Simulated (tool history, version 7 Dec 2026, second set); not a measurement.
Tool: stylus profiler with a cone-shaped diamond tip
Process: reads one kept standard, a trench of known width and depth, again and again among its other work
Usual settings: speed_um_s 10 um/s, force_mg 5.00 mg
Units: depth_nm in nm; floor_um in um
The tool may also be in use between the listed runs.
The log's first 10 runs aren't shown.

run,hour,speed_um_s,force_mg,scans with this tip,hours of work since the height scale was calibrated,depth_nm,floor_um
11,1186.3,6,5.00,11593,773,1019.17,20.54
12,1258.2,6,5.00,12394,827,1019.28,20.41
13,1378.9,6,5.00,13739,916,1020.12,20.04
14,1479.5,10,5.00,14859,991,1020.52,19.85
15,1560.4,10,5.00,15760,1051,1020.93,19.64
16,1679.3,10,5.00,17085,1140,1021.01,19.39
# hour 1754.6: new tip fitted, height scale calibrated
17,1804.6,5,2.69,557,37,1010.99,23.84
18,1870.9,26,11.14,1296,86,1028.28,23.60
19,2020.8,7,2.76,2966,198,1011.48,23.05
20,2097.2,27,2.60,3817,255,1011.64,22.79
21,2157.7,29,4.61,4491,300,1016.90,22.62
22,2267.7,29,4.61,5717,381,1017.29,22.21
23,2391.6,8,6.06,7097,473,1020.81,21.91
24,2531.9,3,2.91,8661,578,1013.66,21.53
25,2628.8,32,5.10,9740,650,1019.35,21.19
26,2693.2,17,5.84,10458,698,1021.11,21.03
27,2814.9,21,4.48,11813,788,1018.44,20.66

Forecast run 28:
28,2884.4,37,14.86,12587,840,?,?

depth_nm: 1036.98 nm
floor_um: 20.52 um
Without the tool's hidden state the same run would have given depth_nm 1033.10 nm, floor_um 23.96 um.
